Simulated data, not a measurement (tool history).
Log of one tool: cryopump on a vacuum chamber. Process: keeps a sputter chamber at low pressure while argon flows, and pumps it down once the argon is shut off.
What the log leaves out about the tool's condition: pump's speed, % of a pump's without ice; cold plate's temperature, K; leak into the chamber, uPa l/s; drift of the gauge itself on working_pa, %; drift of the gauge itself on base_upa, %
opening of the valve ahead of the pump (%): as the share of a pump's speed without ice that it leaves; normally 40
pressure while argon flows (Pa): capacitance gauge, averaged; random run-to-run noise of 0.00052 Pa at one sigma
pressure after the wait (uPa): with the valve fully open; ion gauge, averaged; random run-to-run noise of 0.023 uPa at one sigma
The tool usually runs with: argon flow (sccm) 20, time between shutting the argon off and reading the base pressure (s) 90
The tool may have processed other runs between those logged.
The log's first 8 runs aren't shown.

run	hour	argon flow (sccm)	time between shutting the argon off and reading the base pressure (s)	opening of the valve ahead of the pump (%)	hours of work since the pump was warmed up and emptied	hours of work since the cold head was overhauled	hours of work since the chamber's fittings were tightened	pressure while argon flows (Pa)	pressure after the wait (uPa)
9	681.8	19	90	40	427	427	300	0.0377	0.78
10	737.0	19	90	40	451	451	324	0.0372	0.80
11	805.4	10	90	40	481	481	354	0.0200	0.78
12	922.2	10	90	40	532	532	405	0.0203	0.80
13	970.1	20	90	40	553	553	426	0.0393	0.82
14	1053.3	20	90	40	590	590	463	0.0408	0.79
15	1171.1	20	90	40	642	642	515	0.0407	0.82
16	1235.9	20	90	40	670	670	543	0.0402	0.81
17	1306.7	20	90	40	701	701	574	0.0400	0.82
18	1405.2	20	47	29	745	745	618	0.0550	1.35
19	1456.2	20	47	29	767	767	640	0.0570	1.39
20	1533.0	20	37	29	801	801	674	0.0561	1.71
21	1591.3	20	98	50	827	827	699	0.0344	0.75
# hour 1700.6: pump warmed up, emptied and cooled again
22	1710.1	21	44	26	4	877	750	0.0592	1.42

What does the tool deliver on the next run?
23	1768.0	13	79	26	30	902	775	?	?

Run 23 measured pressure while argon flows (Pa) 0.0382, pressure after the wait (uPa) 0.90.
Take away the tool's hidden state, keep the run-to-run variation as it was, and the same run would have given pressure while argon flows (Pa) 0.0380, pressure after the wait (uPa) 0.86.
